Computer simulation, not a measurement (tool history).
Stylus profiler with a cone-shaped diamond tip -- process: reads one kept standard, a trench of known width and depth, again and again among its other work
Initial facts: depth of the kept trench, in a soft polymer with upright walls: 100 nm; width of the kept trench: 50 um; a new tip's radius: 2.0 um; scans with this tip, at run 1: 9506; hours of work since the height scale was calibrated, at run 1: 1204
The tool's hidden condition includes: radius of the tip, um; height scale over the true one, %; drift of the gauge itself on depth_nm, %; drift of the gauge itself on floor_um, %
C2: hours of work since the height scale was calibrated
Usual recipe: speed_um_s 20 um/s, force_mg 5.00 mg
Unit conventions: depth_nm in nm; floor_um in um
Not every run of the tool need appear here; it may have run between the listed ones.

run 1 hour=0.0 | speed_um_s=20 force_mg=5.00 | scans_with_this_tip=9506 C2=1204 | depth_nm=102.55 floor_um=48.42
run 2 hour=39.9 | speed_um_s=20 force_mg=5.00 | scans_with_this_tip=9701 C2=1229 | depth_nm=102.54 floor_um=48.34
run 3 hour=105.6 | speed_um_s=10 force_mg=5.00 | scans_with_this_tip=10022 C2=1269 | depth_nm=102.53 floor_um=48.41
run 4 hour=160.7 | speed_um_s=10 force_mg=5.00 | scans_with_this_tip=10291 C2=1303 | depth_nm=102.56 floor_um=48.36
run 5 hour=189.8 | speed_um_s=8 force_mg=5.00 | scans_with_this_tip=10432 C2=1321 | depth_nm=102.53 floor_um=48.43
run 6 hour=238.7 | speed_um_s=20 force_mg=5.00 | scans_with_this_tip=10671 C2=1352 | depth_nm=102.56 floor_um=48.30
run 7 hour=305.0 | speed_um_s=20 force_mg=5.00 | scans_with_this_tip=10995 C2=1393 | depth_nm=102.56 floor_um=48.32
run 8 hour=348.4 | speed_um_s=20 force_mg=3.86 | scans_with_this_tip=11207 C2=1419 | depth_nm=102.23 floor_um=48.35
run 9 hour=407.7 | speed_um_s=20 force_mg=2.88 | scans_with_this_tip=11496 C2=1456 | depth_nm=101.88 floor_um=48.30
run 10 hour=473.7 | speed_um_s=20 force_mg=2.88 | scans_with_this_tip=11818 C2=1497 | depth_nm=101.87 floor_um=48.27
run 11 hour=504.5 | speed_um_s=20 force_mg=5.00 | scans_with_this_tip=11968 C2=1516 | depth_nm=102.63 floor_um=48.30
run 12 hour=560.1 | speed_um_s=20 force_mg=5.00 | scans_with_this_tip=12239 C2=1550 | depth_nm=102.59 floor_um=48.26
run 13 hour=617.2 | speed_um_s=20 force_mg=5.00 | scans_with_this_tip=12518 C2=1586 | depth_nm=102.59 floor_um=48.32
-- hour=672.2 height scale calibrated on a step standard
run 14 hour=673.1 | speed_um_s=20 force_mg=5.00 | scans_with_this_tip=12788 C2=1 | depth_nm=102.31 floor_um=48.24
run 15 hour=730.6 | speed_um_s=20 force_mg=5.00 | scans_with_this_tip=13069 C2=36 | depth_nm=102.30 floor_um=48.29
run 16 hour=777.1 | speed_um_s=20 force_mg=5.00 | scans_with_this_tip=13296 C2=65 | depth_nm=102.35 floor_um=48.30
-- hour=825.3 new tip fitted, height scale calibrated
run 17 hour=834.6 | speed_um_s=20 force_mg=5.00 | scans_with_this_tip=46 C2=6 | depth_nm=102.23 floor_um=48.69
run 18 hour=895.6 | speed_um_s=20 force_mg=3.41 | scans_with_this_tip=343 C2=43 | depth_nm=101.68 floor_um=48.65
run 19 hour=934.7 | speed_um_s=20 force_mg=5.00 | scans_with_this_tip=534 C2=68 | depth_nm=102.25 floor_um=48.69
run 20 hour=989.4 | speed_um_s=69 force_mg=5.00 | scans_with_this_tip=801 C2=101 | depth_nm=102.29 floor_um=48.48
run 21 hour=1029.5 | speed_um_s=69 force_mg=5.00 | scans_with_this_tip=996 C2=126 | depth_nm=102.21 floor_um=48.54
run 22 hour=1094.8 | speed_um_s=69 force_mg=5.00 | scans_with_this_tip=1315 C2=167 | depth_nm=102.25 floor_um=48.47
run 23 hour=1144.6 | speed_um_s=69 force_mg=5.00 | scans_with_this_tip=1559 C2=197 | depth_nm=102.28 floor_um=48.51
run 24 hour=1177.7 | speed_um_s=69 force_mg=5.00 | scans_with_this_tip=1720 C2=218 | depth_nm=102.27 floor_um=48.46
run 25 hour=1215.0 | speed_um_s=12 force_mg=9.90 | scans_with_this_tip=1902 C2=241 | depth_nm=103.66 floor_um=48.70
run 26 hour=1278.1 | speed_um_s=24 force_mg=2.28 | scans_with_this_tip=2209 C2=280 | depth_nm=101.38 floor_um=48.59
run 27 hour=1318.3 | speed_um_s=10 force_mg=2.54 | scans_with_this_tip=2406 C2=305 | depth_nm=101.48 floor_um=48.60
run 28 hour=1353.0 | speed_um_s=77 force_mg=4.07 | scans_with_this_tip=2575 C2=326 | depth_nm=101.99 floor_um=48.39
run 29 hour=1387.1 | speed_um_s=21 force_mg=2.24 | scans_with_this_tip=2741 C2=347 | depth_nm=101.36 floor_um=48.58
run 30 hour=1438.3 | speed_um_s=21 force_mg=2.24 | scans_with_this_tip=2992 C2=379 | depth_nm=101.36 floor_um=48.57
run 31 hour=1494.5 | speed_um_s=19 force_mg=11.96 | scans_with_this_tip=3265 C2=414 | depth_nm=104.14 floor_um=48.62
run 32 hour=1534.1 | speed_um_s=19 force_mg=11.96 | scans_with_this_tip=3459 C2=438 | depth_nm=104.14 floor_um=48.64
run 33 hour=1580.5 | speed_um_s=6 force_mg=8.15 | scans_with_this_tip=3685 C2=467 | depth_nm=103.16 floor_um=48.64
run 34 hour=1634.3 | speed_um_s=39 force_mg=6.83 | scans_with_this_tip=3948 C2=500 | depth_nm=102.88 floor_um=48.53
run 35 hour=1702.6 | speed_um_s=12 force_mg=5.00 | scans_with_this_tip=4281 C2=542 | depth_nm=102.36 floor_um=48.61
run 36 hour=1748.5 | speed_um_s=47 force_mg=13.46 | scans_with_this_tip=4505 C2=571 | depth_nm=104.50 floor_um=48.63
run 37 hour=1777.0 | speed_um_s=47 force_mg=13.46 | scans_with_this_tip=4644 C2=588 | depth_nm=104.52 floor_um=48.51
run 38 hour=1814.6 | speed_um_s=13 force_mg=6.60 | scans_with_this_tip=4827 C2=611 | depth_nm=102.87 floor_um=48.54
run 39 hour=1867.8 | speed_um_s=27 force_mg=9.02 | scans_with_this_tip=5087 C2=644 | depth_nm=103.47 floor_um=48.51
run 40 hour=1919.5 | speed_um_s=8 force_mg=14.28 | scans_with_this_tip=5339 C2=676 | depth_nm=104.66 floor_um=48.62
run 41 hour=1981.6 | speed_um_s=8 force_mg=14.28 | scans_with_this_tip=5642 C2=715 | depth_nm=104.76 floor_um=48.58
run 42 hour=2043.3 | speed_um_s=20 force_mg=12.65 | scans_with_this_tip=5944 C2=753 | depth_nm=104.30 floor_um=48.56
run 43 hour=2084.5 | speed_um_s=20 force_mg=12.65 | scans_with_this_tip=6144 C2=778 | depth_nm=104.37 floor_um=48.54
run 44 hour=2117.4 | speed_um_s=12 force_mg=12.66 | scans_with_this_tip=6305 C2=799 | depth_nm=104.39 floor_um=48.53
run 45 hour=2168.5 | speed_um_s=12 force_mg=12.66 | scans_with_this_tip=6554 C2=830 | depth_nm=104.41 floor_um=48.55
run 46 hour=2227.0 | speed_um_s=40 force_mg=11.28 | scans_with_this_tip=6840 C2=866 | depth_nm=104.06 floor_um=48.45

4 options for the next run, each taken on its own from the tool as it stands now. Forecast them:
run A hour=2277.0 | speed_um_s=8 force_mg=2.93 | scans_with_this_tip=7084 C2=897 | depth_nm=? floor_um=?
run B hour=2277.0 | speed_um_s=15 force_mg=4.21 | scans_with_this_tip=7084 C2=897 | depth_nm=? floor_um=?
run C hour=2277.0 | speed_um_s=20 force_mg=9.21 | scans_with_this_tip=7084 C2=897 | depth_nm=? floor_um=?
run D hour=2277.0 | speed_um_s=37 force_mg=2.27 | scans_with_this_tip=7084 C2=897 | depth_nm=? floor_um=?

run=A depth_nm=101.74 floor_um=48.52
run=B depth_nm=102.19 floor_um=48.50
run=C depth_nm=103.62 floor_um=48.49
run=D depth_nm=101.48 floor_um=48.41
What these runs would have given with no unlogged condition in the tool:
run=A depth_nm=101.60 floor_um=48.73
run=B depth_nm=102.06 floor_um=48.71
run=C depth_nm=103.48 floor_um=48.70
run=D depth_nm=101.34 floor_um=48.61
